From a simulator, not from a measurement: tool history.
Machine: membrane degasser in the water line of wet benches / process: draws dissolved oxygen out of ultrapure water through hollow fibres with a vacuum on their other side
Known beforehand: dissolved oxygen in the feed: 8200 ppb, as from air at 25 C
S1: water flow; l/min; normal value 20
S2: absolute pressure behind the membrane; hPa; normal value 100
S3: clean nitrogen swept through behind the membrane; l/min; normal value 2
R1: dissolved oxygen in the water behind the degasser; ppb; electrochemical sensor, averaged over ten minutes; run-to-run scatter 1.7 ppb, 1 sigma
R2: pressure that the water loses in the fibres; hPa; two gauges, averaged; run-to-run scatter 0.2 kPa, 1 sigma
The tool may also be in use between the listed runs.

Run 1, hour 0: usual settings. Result: R1 173.7 ppb, R2 465 hPa.
Run 2, hour 73.5: usual settings. Result: R1 179.3 ppb, R2 464 hPa.
Run 3, hour 123.7: usual settings but S3 1 l/min. Result: R1 320.4 ppb, R2 461.6 hPa.
Run 4, hour 190.7: usual settings but S3 1 l/min. Result: R1 320.7 ppb, R2 464.4 hPa.
Run 5, hour 266.5: usual settings but S3 1 l/min. Result: R1 311.2 ppb, R2 461.5 hPa.
Run 6, hour 303.4: usual settings. Result: R1 179.4 ppb, R2 466.5 hPa.
Run 7, hour 390.9: usual settings. Result: R1 180.1 ppb, R2 468.2 hPa.
At hour 397.1: vacuum gauge calibrated.
Run 8, hour 433.3: usual settings. Result: R1 178.7 ppb, R2 464.2 hPa.
Run 9, hour 517.4: usual settings. Result: R1 180 ppb, R2 466.5 hPa.
Run 10, hour 592: usual settings. Result: R1 178.2 ppb, R2 461.3 hPa.
At hour 661.8: vacuum gauge calibrated, once more.
Run 11, hour 675.5: usual settings but S1 32 l/min, S3 1.31 l/min. Result: R1 412.1 ppb, R2 747.1 hPa.
Run 12, hour 715.5: usual settings but S1 32 l/min, S3 1.31 l/min. Result: R1 409.7 ppb, R2 748.5 hPa.
Run 13, hour 752: usual settings but S1 32 l/min, S3 1.31 l/min. Result: R1 413.7 ppb, R2 747.3 hPa.
Run 14, hour 802: usual settings but S2 97 hPa, S3 5.85 l/min. Result: R1 71.4 ppb, R2 466 hPa.

Run 15 has not been measured yet. What should we expect?
Run 15, hour 866.2: usual settings but S1 17 l/min, S2 114 hPa, S3 1.66 l/min. Result: R1 ?, R2 ?.

R1: 208.1 ppb
R2: 395.8 hPa
Minus the tool's unlogged condition, the same run would have read R1 199.7 ppb, R2 391.4 hPa.
